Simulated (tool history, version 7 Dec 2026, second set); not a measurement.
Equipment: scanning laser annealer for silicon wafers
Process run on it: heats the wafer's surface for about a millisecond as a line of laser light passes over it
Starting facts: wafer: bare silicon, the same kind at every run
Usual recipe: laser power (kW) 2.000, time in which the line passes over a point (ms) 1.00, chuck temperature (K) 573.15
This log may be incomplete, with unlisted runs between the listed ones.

run	day	laser power (kW)	time in which the line passes over a point (ms)	chuck temperature (K)	highest temperature of the surface (K)
1	0.000	2.000	1.00	573.15	1336.15
2	0.250	2.000	1.00	573.15	1337.15
3	0.612	2.000	1.00	573.15	1339.15
4	0.808	2.000	1.00	573.15	1337.15
5	1.142	2.000	1.00	607.15	1372.15
6	1.512	2.000	1.00	607.15	1371.15
7	1.783	2.000	1.00	607.15	1371.15
8	2.233	2.000	1.00	607.15	1372.15
9	2.558	2.000	1.00	607.15	1371.15
10	2.767	2.000	1.00	553.15	1315.15
11	2.958	2.000	0.97	553.15	1305.15
12	3.225	2.000	0.97	553.15	1307.15
13	3.525	2.000	0.97	553.15	1306.15
14	3.904	2.000	1.04	573.15	1348.15
15	4.150	2.000	1.04	573.15	1348.15
16	4.350	2.000	1.04	573.15	1351.15
17	4.800	2.000	1.04	573.15	1349.15
18	5.167	2.072	0.80	551.15	1277.15
19	5.562	2.072	0.80	551.15	1278.15
20	5.846	2.072	0.80	551.15	1275.15
21	6.212	2.072	0.80	551.15	1279.15
22	6.679	2.072	0.80	551.15	1278.15
23	7.121	1.890	0.93	562.15	1250.15
24	7.429	2.000	1.20	573.15	1401.15
25	7.846	2.000	1.20	573.15	1395.15
26	8.142	2.000	1.20	573.15	1394.15
27	8.462	2.000	1.20	573.15	1397.15
28	8.688	2.000	1.20	573.15	1398.15
29	9.150	1.811	1.20	536.15	1262.15
30	9.421	2.024	1.00	608.15	1380.15
31	9.767	2.049	0.82	573.15	1295.15
32	10.192	1.904	1.14	584.15	1342.15
33	10.533	1.904	0.93	584.15	1276.15

3 options for the next run, each taken on its own from the tool as it stands now. Forecast them:
A	10.933	1.856	0.76	554.15	?
B	10.933	2.055	0.93	560.15	?
C	10.933	1.955	1.21	597.15	?

run	highest temperature of the surface (K)
A	1173.15
B	1326.15
C	1402.15
Without the tool's unlogged condition, the same runs would have read:
run	highest temperature of the surface (K)
A	1173.15
B	1327.15
C	1403.15

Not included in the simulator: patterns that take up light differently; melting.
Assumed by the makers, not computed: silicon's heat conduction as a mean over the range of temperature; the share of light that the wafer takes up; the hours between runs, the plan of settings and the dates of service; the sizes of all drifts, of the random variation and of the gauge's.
